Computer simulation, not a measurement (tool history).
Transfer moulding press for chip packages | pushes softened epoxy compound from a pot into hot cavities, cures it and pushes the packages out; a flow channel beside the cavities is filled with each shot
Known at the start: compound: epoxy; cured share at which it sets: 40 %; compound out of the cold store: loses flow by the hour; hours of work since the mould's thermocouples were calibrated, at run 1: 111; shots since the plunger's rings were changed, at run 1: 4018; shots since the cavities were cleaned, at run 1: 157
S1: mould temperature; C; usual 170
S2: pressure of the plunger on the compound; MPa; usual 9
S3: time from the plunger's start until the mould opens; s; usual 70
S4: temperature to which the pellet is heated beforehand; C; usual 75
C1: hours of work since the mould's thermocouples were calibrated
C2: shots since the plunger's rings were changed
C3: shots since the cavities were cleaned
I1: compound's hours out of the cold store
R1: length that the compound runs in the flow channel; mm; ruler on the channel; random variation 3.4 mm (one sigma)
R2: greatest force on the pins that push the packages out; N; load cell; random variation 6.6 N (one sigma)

run,hour,S1,S2,S3,S4,C1,C2,C3,I1,R1,R2
1,0,170,9,70,75,111,4018,157,12.3,642,339
2,18.4,171,9,70,75,123,4286,425,21.9,619,378
# hour 35.9: cavities cleaned with cleaning compound and waxed
3,39.4,171,9,70,75,135,4571,52,24.3,609,271
4,47.9,171,9,70,75,141,4695,176,46.7,566,288
5,60.9,170,8.03,70,75,149,4883,364,38.7,551,365
6,75.3,170,8.03,70,75,159,5095,576,35.5,554,401
# hour 81.9: cavities cleaned with cleaning compound and waxed
# hour 93.2: plunger's sealing rings changed
7,95,170,8.03,70,75,169,25,153,18,622,318
8,112.8,170,9,70,75,181,285,413,40.5,604,385
# hour 130.6: cavities cleaned with cleaning compound and waxed
9,130.8,170,9,70,75,191,526,3,20.1,649,261
10,146.1,170,9,70,75,201,750,227,33.1,623,326
11,154.3,170,9,83,75,207,868,345,47.2,598,289
12,174,170,9,70,75,220,1156,633,44.8,597,418
# hour 176.4: cavities cleaned with cleaning compound and waxed
13,188.3,170,9,70,75,228,1342,174,35.9,614,333
14,197.6,170,9,70,75,234,1477,309,46.5,593,344
15,215.1,170,9,52,75,245,1733,565,18.2,641,797
# hour 222.4: cavities cleaned with cleaning compound and waxed
16,226.9,166,10.78,70,75,252,1883,66,31.7,682,353
17,240.2,175,9,62,74,261,2078,261,14.2,636,334
18,254.9,175,9,62,74,270,2292,475,23.2,615,379
# hour 269.1: cavities cleaned with cleaning compound and waxed
19,274.2,169,10.22,70,85,282,2551,75,31.1,654,300
20,291.5,169,10.22,70,85,293,2803,327,47.5,616,378
21,299.9,168,10.22,56,85,299,2925,449,10.4,692,730
# hour 312: mould's thermocouples calibrated
# hour 317.2: cavities cleaned with cleaning compound and waxed
22,318.7,166,9.42,56,79,3,3149,22,22.1,657,584
23,331.8,171,9.42,96,71,12,3340,213,41.6,603,253
24,341.3,170,10.61,70,81,18,3479,352,18.4,688,389
25,356.5,170,10.61,70,81,28,3700,573,45.6,625,412
# hour 363.4: cavities cleaned with cleaning compound and waxed
26,373.7,170,10.61,70,81,38,3929,150,36.2,640,315
27,388,170,9.27,105,75,48,4138,359,45.8,583,285
28,396.1,175,10.45,70,75,53,4256,477,31.4,633,326

Forecast each of these 3 alternatives for the next run:
# hour 409.9: cavities cleaned with cleaning compound and waxed
A,414.8,175,8.46,62,67,64,4506,71,36.6,?,?
# hour 409.9: cavities cleaned with cleaning compound and waxed
B,414.8,175,9.62,70,75,64,4506,71,19.2,?,?
# hour 409.9: cavities cleaned with cleaning compound and waxed
C,414.8,175,10.45,58,75,64,4506,71,40.4,?,?

run,R1,R2
A,551,277
B,631,238
C,612,294
Without the tool's hidden state the same runs would have given:
run,R1,R2
A,583,239
B,668,206
C,647,253
